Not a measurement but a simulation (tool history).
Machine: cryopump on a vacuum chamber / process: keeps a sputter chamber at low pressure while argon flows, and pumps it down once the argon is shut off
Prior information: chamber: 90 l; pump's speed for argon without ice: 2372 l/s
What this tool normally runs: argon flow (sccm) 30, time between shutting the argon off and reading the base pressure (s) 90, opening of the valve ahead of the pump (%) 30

run    hour  argon flow (sccm)  time between shutting the argon off and reading the base pressure (s)  opening of the valve ahead of the pump (%)  pressure while argon flows (Pa)  pressure after the wait (uPa)
  1       0                 30                                                                     90                                          30                           0.0755                            2.1
  2    75.6                 30                                                                     90                                          30                           0.0764                           2.08
  3     192                 30                                                                     90                                          30                           0.0772                           2.26
  4     243                 30                                                                     90                                          33                           0.0712                           2.28
  5   349.2                 30                                                                     90                                          33                           0.0724                           2.39
  6   471.9                 30                                                                     22                                          30                           0.0804                           3.87
  7   536.3                 30                                                                     90                                          30                           0.0805                           2.67
  8   643.7                 30                                                                     90                                          30                           0.0822                           2.87
      703.8  -- pump warmed up, emptied and cooled again
  9   706.4                 53                                                                     90                                          30                           0.1274                           2.14
 10   766.4                 53                                                                     90                                          30                           0.1286                            2.1
      790.3  -- leaking fittings of the chamber tightened, without venting
 11   833.1                 30                                                                     90                                          30                           0.0748                            0.6
 12   882.9                 30                                                                     90                                          30                           0.0741                           0.55
 13   999.8                 30                                                                     90                                          30                           0.0741                           0.63
 14  1091.9                 12                                                                     90                                          26                           0.0345                           0.67
 15  1215.3                 42                                                                     90                                          20                           0.1587                           0.75
 16  1272.1                 27                                                                    137                                          22                           0.0921                           0.64
 17  1341.8                 27                                                                    137                                          22                           0.0932                           0.68
 18  1448.2                 27                                                                    137                                          22                           0.0943                           0.71
 19    1549                 39                                                                    143                                          30                           0.1039                            0.8
 20  1624.2                 36                                                                     90                                          30                           0.0979                           0.99
 21  1697.2                 38                                                                     21                                          22                            0.139                           2.39
 22  1790.3                 48                                                                     32                                          22                           0.1754                            1.9
     1812.8  -- pump warmed up, emptied and cooled again
 23  1855.4                 48                                                                     32                                          22                            0.157                            1.6

Run 24 comes next. What will it give?
 24  1920.4                 48                                                                     32                                          22                                ?                              ?

Run 24 came out at pressure while argon flows (Pa) 0.1582, pressure after the wait (uPa) 1.73.
If the tool had no hidden condition, the same run with the same run-to-run variation would have returned pressure while argon flows (Pa) 0.1554, pressure after the wait (uPa) 1.34.
